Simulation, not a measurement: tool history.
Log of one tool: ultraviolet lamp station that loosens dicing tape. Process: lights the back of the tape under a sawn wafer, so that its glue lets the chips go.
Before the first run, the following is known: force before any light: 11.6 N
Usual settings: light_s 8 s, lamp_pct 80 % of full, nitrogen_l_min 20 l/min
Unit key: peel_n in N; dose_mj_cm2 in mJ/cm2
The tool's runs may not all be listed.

Run 1, hour 0: usual settings. Result: peel_n 0.974 N, dose_mj_cm2 352 mJ/cm2.
Run 2, hour 35.6: usual settings. Result: peel_n 0.99 N, dose_mj_cm2 354 mJ/cm2.
Run 3, hour 64.5: usual settings but light_s 6 s. Result: peel_n 1.841 N, dose_mj_cm2 261 mJ/cm2.
Run 4, hour 94.8: usual settings but light_s 6 s. Result: peel_n 1.89 N, dose_mj_cm2 262 mJ/cm2.
Run 5, hour 131.1: usual settings but light_s 6 s, lamp_pct 66 % of full. Result: peel_n 2.527 N, dose_mj_cm2 216 mJ/cm2.
Run 6, hour 167.6: usual settings but light_s 4 s, lamp_pct 66 % of full. Result: peel_n 4.23 N, dose_mj_cm2 142 mJ/cm2.
Run 7, hour 203.2: usual settings. Result: peel_n 1.074 N, dose_mj_cm2 335 mJ/cm2.
Run 8, hour 241: usual settings. Result: peel_n 1.105 N, dose_mj_cm2 337 mJ/cm2.
Run 9, hour 264.1: usual settings but lamp_pct 75 % of full. Result: peel_n 1.275 N, dose_mj_cm2 310 mJ/cm2.
Run 10, hour 302.1: usual settings but lamp_pct 75 % of full. Result: peel_n 1.323 N, dose_mj_cm2 309 mJ/cm2.
Run 11, hour 334.1: usual settings but nitrogen_l_min 34 l/min. Result: peel_n 0.745 N, dose_mj_cm2 327 mJ/cm2.
Run 12, hour 358.2: usual settings but lamp_pct 82 % of full. Result: peel_n 1.139 N, dose_mj_cm2 331 mJ/cm2.
Run 13, hour 383.7: usual settings but nitrogen_l_min 21 l/min. Result: peel_n 1.133 N, dose_mj_cm2 323 mJ/cm2.
Run 14, hour 402: usual settings but nitrogen_l_min 21 l/min. Result: peel_n 1.165 N, dose_mj_cm2 322 mJ/cm2.
Run 15, hour 432: usual settings. Result: peel_n 1.207 N, dose_mj_cm2 323 mJ/cm2.
Run 16, hour 461.4: usual settings but nitrogen_l_min 17 l/min. Result: peel_n 1.427 N, dose_mj_cm2 318 mJ/cm2.
Run 17, hour 489.5: usual settings but nitrogen_l_min 17 l/min. Result: peel_n 1.506 N, dose_mj_cm2 310 mJ/cm2.
Run 18, hour 523.7: usual settings but nitrogen_l_min 23 l/min. Result: peel_n 1.16 N, dose_mj_cm2 309 mJ/cm2.
At hour 527.2: window cleaned of glue's vapour.
Run 19, hour 541.4: usual settings but nitrogen_l_min 23 l/min. Result: peel_n 1.231 N, dose_mj_cm2 295 mJ/cm2.
Run 20, hour 565.1: usual settings but nitrogen_l_min 23 l/min. Result: peel_n 1.345 N, dose_mj_cm2 287 mJ/cm2.
Run 21, hour 605.4: usual settings but nitrogen_l_min 23 l/min. Result: peel_n 1.354 N, dose_mj_cm2 291 mJ/cm2.
Run 22, hour 633.2: usual settings but light_s 6 s, nitrogen_l_min 23 l/min. Result: peel_n 2.17 N, dose_mj_cm2 218 mJ/cm2.
Run 23, hour 654.6: usual settings but lamp_pct 87 % of full, nitrogen_l_min 14 l/min. Result: peel_n 1.789 N, dose_mj_cm2 316 mJ/cm2.
Run 24, hour 694.2: usual settings but light_s 4 s, lamp_pct 79 % of full, nitrogen_l_min 26 l/min. Result: peel_n 3.825 N, dose_mj_cm2 141 mJ/cm2.
At hour 715.6: window cleaned of glue's vapour, once more.
Run 25, hour 719.3: usual settings but light_s 7 s, lamp_pct 82 % of full, nitrogen_l_min 18 l/min. Result: peel_n 1.483 N, dose_mj_cm2 301 mJ/cm2.

Run 26, settings as shown, results not yet in. Your forecast:
Run 26, hour 756.5: usual settings but light_s 7 s, lamp_pct 61 % of full, nitrogen_l_min 14 l/min. Result: peel_n ?, dose_mj_cm2 ?.

Run 26 measured peel_n 3.07 N, dose_mj_cm2 227 mJ/cm2.
The same run, on a tool lacking any hidden state, would have yielded peel_n 2.424 N, dose_mj_cm2 266 mJ/cm2.

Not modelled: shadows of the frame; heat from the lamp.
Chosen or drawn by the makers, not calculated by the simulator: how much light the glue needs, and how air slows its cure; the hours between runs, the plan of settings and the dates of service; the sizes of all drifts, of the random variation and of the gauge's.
